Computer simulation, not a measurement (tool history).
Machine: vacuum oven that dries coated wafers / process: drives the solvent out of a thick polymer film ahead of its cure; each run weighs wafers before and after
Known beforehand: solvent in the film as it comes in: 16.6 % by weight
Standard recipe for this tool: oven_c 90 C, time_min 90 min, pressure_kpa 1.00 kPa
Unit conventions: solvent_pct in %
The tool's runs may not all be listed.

run	hour	oven_c	time_min	pressure_kpa	solvent_pct
1	0.0	90	90	1.00	0.755
2	97.8	90	54	1.00	1.954
3	178.1	76	90	1.00	2.868
4	246.1	90	90	1.00	0.746
5	348.8	90	90	1.00	0.749
6	465.5	90	90	1.00	0.741
# hour 571.3: vacuum gauge cleaned of residue and calibrated
7	576.4	90	90	1.00	0.595
8	658.5	90	90	1.00	0.595
# hour 749.4: oven's thermocouples calibrated
9	784.2	90	90	1.00	0.543
10	872.8	90	90	1.15	0.591
11	998.7	90	90	1.15	0.588
12	1125.0	90	90	1.15	0.592
13	1197.6	90	90	1.15	0.585
14	1319.7	90	90	1.15	0.579
15	1429.9	90	160	1.00	0.283
# hour 1498.9: oven's thermocouples calibrated, once more
16	1498.9	90	160	1.00	0.309
17	1568.5	90	90	1.00	0.704
18	1643.1	90	90	1.00	0.699
19	1701.1	90	90	1.00	0.700
20	1817.3	90	90	1.00	0.703
21	1912.4	90	90	1.00	0.690
22	2026.9	90	90	0.64	0.607
23	2099.5	90	90	0.64	0.615
24	2214.6	89	90	0.64	0.685
25	2300.4	89	90	0.64	0.687
# hour 2415.8: oven's thermocouples calibrated
26	2424.8	93	90	0.90	0.549
27	2535.2	90	82	0.62	0.852
28	2624.9	89	84	1.00	1.003
29	2714.6	96	84	1.00	0.468
30	2831.6	90	90	3.15	1.267
31	2922.9	90	90	1.40	0.857
32	3039.0	90	71	2.60	1.565
33	3137.3	90	71	2.60	1.555
34	3225.1	90	71	2.60	1.555
35	3290.3	90	71	2.60	1.564
# hour 3328.8: oven's thermocouples calibrated
36	3385.7	90	71	2.60	1.575
37	3445.5	104	104	2.70	0.484
# hour 3456.5: vacuum gauge cleaned of residue and calibrated
38	3552.6	90	119	3.48	0.936
39	3684.4	90	48	1.18	2.307
40	3785.2	90	137	0.82	0.269
41	3893.4	90	137	0.82	0.269
42	3965.2	93	161	3.90	0.834
43	4040.5	93	161	3.90	0.823
44	4171.7	91	161	0.87	0.242
45	4232.7	75	121	1.20	1.884
# hour 4246.4: oven's thermocouples calibrated
46	4350.7	75	145	1.20	1.564
47	4457.5	75	145	1.20	1.561

Hidden state or all else? Some run-to-run changes of solvent_pct, split into what the settings, what came in and random variation would give without the hidden state, and what is left for the hidden state (with any gauge scatter that isn't in both results):
The tool's hidden condition here consists of: true wafer temperature over the reading, C; true pressure over the reading, kPa; drift of the gauge itself on solvent_pct, %.
Run 3 -> 4: oven_c 76 -> 90. solvent_pct -2.122 %: hidden state +0.020, all else -2.142.
Run 6 -> 7: vacuum gauge cleaned of residue and calibrated. solvent_pct -0.146 %: hidden state -0.143, all else -0.003.
Run 39 -> 40: time_min 48 -> 137, pressure_kpa 1.18 -> 0.82. solvent_pct -2.038 %: hidden state +0.113, all else -2.151.
Run 44 -> 45: oven_c 91 -> 75, time_min 161 -> 121, pressure_kpa 0.87 -> 1.20. solvent_pct +1.642 %: hidden state -0.159, all else +1.801.
Run 45 -> 46: time_min 121 -> 145, oven's thermocouples calibrated. solvent_pct -0.320 %: hidden state +0.211, all else -0.531.

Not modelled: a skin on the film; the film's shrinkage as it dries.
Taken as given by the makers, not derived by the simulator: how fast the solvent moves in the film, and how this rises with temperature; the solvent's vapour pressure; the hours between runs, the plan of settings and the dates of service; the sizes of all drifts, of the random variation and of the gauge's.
